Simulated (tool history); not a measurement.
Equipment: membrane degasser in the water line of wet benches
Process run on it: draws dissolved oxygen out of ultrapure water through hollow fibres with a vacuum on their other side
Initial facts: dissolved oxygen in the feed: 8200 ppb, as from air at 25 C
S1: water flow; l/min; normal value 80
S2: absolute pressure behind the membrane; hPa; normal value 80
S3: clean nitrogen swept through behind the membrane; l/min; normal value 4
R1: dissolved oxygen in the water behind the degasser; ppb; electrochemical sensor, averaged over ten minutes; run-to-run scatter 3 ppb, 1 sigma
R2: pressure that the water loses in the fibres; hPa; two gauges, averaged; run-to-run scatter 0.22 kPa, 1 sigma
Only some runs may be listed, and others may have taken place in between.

run	hour	S1	S2	S3	R1	R2
1	0	80	80	4	295.5	518.5
2	35.6	80	80	5.5	252.1	523.4
3	72.2	80	80	5.4	257.8	520.1
4	122.6	100	80	5.4	334.1	654.6
5	167.5	80	80	4	296.8	521
6	215	80	80	4	301.5	520.1
7	282.3	80	80	4	298	522
8	324.3	80	80	4	311.7	524.1
9	352.9	80	80	4	304.6	529.3
10	382.2	80	80	4	312.9	524.1
11	418.5	80	80	4	303.5	524.3
12	480.4	80	80	4	306.3	523
13	512.1	80	80	4	303.5	525.5
14	540.9	80	80	4	300.4	523.4
15	610	81	80	4	307.7	533
16	658.8	81	80	4	314.4	531.1
17	722.9	70	80	11.56	145.2	461.8
18	780.7	61	52.1	9.48	91.4	400.4
19	847.5	61	48.8	9.48	86.1	400.7
20	895.7	126	57.8	6.25	334.9	823.1
# hour 901.2: vacuum gauge calibrated
21	964.8	103	180	2.83	1103.5	678.8
22	1013.6	103	180	2.83	1095.9	681.6
23	1047	88	136.7	7.66	393.1	577.8
24	1077.8	75	80	7.21	207.7	491.7
25	1143.3	67	97.5	1.98	502.6	438.9
26	1205.7	88	80	4	350.1	581.6
# hour 1262: vacuum gauge calibrated, once more
27	1271.7	59	163.7	9.89	241.2	385.9
28	1309.5	59	153.8	9.89	223.9	388.2
29	1349.4	58	48.1	2.2	142.6	383.2
30	1391.9	58	48.1	2.2	143.4	382.4
31	1427.8	80	48.8	1.75	244.7	529.7
32	1482.1	80	99.5	4	389.3	530

Branching from run 32: 4 alternative next runs. What would each branch give?
A	1510.8	75	75.9	3.14	?	?
B	1510.8	109	88.3	2.53	?	?
C	1510.8	89	106.3	2.02	?	?
D	1510.8	52	143.3	4.06	?	?

run	R1	R2
A	307	497.1
B	618.7	724.9
C	711.3	589
D	355.8	344.9
Without the tool's unlogged condition, the same runs would have read:
run	R1	R2
A	300.1	485.8
B	608	708.4
C	704.2	575.6
D	351.3	337.1

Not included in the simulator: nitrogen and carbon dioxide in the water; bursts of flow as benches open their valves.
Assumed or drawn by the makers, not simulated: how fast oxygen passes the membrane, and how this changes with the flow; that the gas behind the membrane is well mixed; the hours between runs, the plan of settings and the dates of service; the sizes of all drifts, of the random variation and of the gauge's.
